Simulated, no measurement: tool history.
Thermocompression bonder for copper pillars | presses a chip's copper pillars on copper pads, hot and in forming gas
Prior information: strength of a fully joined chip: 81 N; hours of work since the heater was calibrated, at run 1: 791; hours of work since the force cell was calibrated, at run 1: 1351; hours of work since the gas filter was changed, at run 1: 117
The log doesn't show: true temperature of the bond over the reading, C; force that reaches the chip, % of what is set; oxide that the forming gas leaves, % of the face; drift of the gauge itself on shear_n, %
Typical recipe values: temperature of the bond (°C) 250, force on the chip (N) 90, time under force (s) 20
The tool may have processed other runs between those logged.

run	hour	temperature of the bond (°C)	force on the chip (N)	time under force (s)	hours of work since the heater was calibrated	hours of work since the force cell was calibrated	hours of work since the gas filter was changed	force that shears a chip off (N)
1	0.0	250	90	20	791	1351	117	56.0
2	38.9	250	90	20	815	1375	141	56.4
3	78.4	250	69	20	840	1400	166	44.4
4	131.7	250	69	20	874	1433	199	44.5
# hour 150.8: forming gas filter changed
5	174.2	250	69	19	900	1460	15	45.0
6	200.7	250	90	20	917	1476	31	56.1
7	252.5	250	90	20	949	1509	64	56.2
8	295.7	250	90	20	976	1536	91	56.5
9	349.6	250	90	20	1010	1570	125	55.5
10	379.9	250	90	20	1029	1589	144	54.8
11	413.1	250	90	20	1050	1610	165	54.2
12	441.0	250	90	20	1067	1627	182	54.3
# hour 485.2: forming gas filter changed
13	485.2	250	90	20	1095	1655	0	56.3
14	528.7	250	90	20	1122	1682	27	56.3
15	566.5	250	90	20	1146	1706	51	55.1
16	608.1	250	90	33	1172	1732	77	61.8
17	636.3	250	90	33	1190	1749	95	61.4
18	665.2	250	90	33	1208	1768	113	60.9
19	692.4	250	90	33	1225	1785	130	61.9
# hour 711.7: heater calibrated with a thermocouple chip
20	720.5	272	79	53	5	1801	146	71.7
21	763.0	272	79	22	32	1828	173	63.0
22	814.4	229	109	20	64	1860	205	53.7
# hour 824.0: forming gas filter changed
23	848.1	237	109	20	85	1881	15	59.2
24	888.7	237	109	20	111	1906	41	59.8
# hour 908.6: force cell calibrated
25	926.8	237	109	20	134	11	64	60.0
26	957.8	230	90	16	153	31	83	46.1
27	1006.8	238	62	19	184	62	114	37.6
28	1047.2	238	62	19	209	87	139	37.9
29	1093.9	238	62	19	239	116	168	37.0
30	1121.8	250	92	34	256	134	186	64.3
31	1150.9	250	56	18	274	152	204	37.2
# hour 1159.5: forming gas filter changed
32	1192.2	250	56	18	300	178	20	37.7
33	1239.7	262	90	52	330	208	50	73.8
34	1285.6	262	90	52	359	236	79	72.5
35	1317.4	262	90	52	379	256	99	72.6

Hidden condition of the tool, last listed run before each entry between runs versus first listed run after:
In the gap between runs 4 and 5: forming gas filter changed (hour 150.8)
  true temperature of the bond over the reading, C: -4.5 -> -4.6; force that reaches the chip, % of what is set: 97 -> 96.9; oxide that the forming gas leaves, % of the face: 3.36 -> 0.83
  measured value less the no-hidden-state value, force that shears a chip off (N): -4.6 -> -3.6
In the gap between runs 12 and 13: forming gas filter changed (hour 485.2)
  true temperature of the bond over the reading, C: -5.4 -> -5.5; oxide that the forming gas leaves, % of the face: 3.17 -> 0.5
  measured value less the no-hidden-state value, force that shears a chip off (N): -5.3 -> -3.8
In the gap between runs 19 and 20: heater calibrated with a thermocouple chip (hour 711.7)
  true temperature of the bond over the reading, C: -6.1 -> -0.2; oxide that the forming gas leaves, % of the face: 2.37 -> 2.58
  measured value less the no-hidden-state value, force that shears a chip off (N): -5.0 -> -2.4
In the gap between runs 22 and 23: forming gas filter changed (hour 824.0)
  true temperature of the bond over the reading, C: -0.4 -> -0.5; force that reaches the chip, % of what is set: 96.2 -> 96.1; oxide that the forming gas leaves, % of the face: 3.47 -> 0.7
  measured value less the no-hidden-state value, force that shears a chip off (N): -3.4 -> -1.9
In the gap between runs 24 and 25: force cell calibrated (hour 908.6)
  true temperature of the bond over the reading, C: -0.6 -> -0.7; force that reaches the chip, % of what is set: 96.1 -> 99.2; oxide that the forming gas leaves, % of the face: 1.06 -> 1.39
  measured value less the no-hidden-state value, force that shears a chip off (N): -2.2 -> -1.2
In the gap between runs 31 and 32: forming gas filter changed (hour 1159.5)
  true temperature of the bond over the reading, C: -1.4 -> -1.5; oxide that the forming gas leaves, % of the face: 3.38 -> 0.93
  measured value less the no-hidden-state value, force that shears a chip off (N): -2.1 -> -1.2
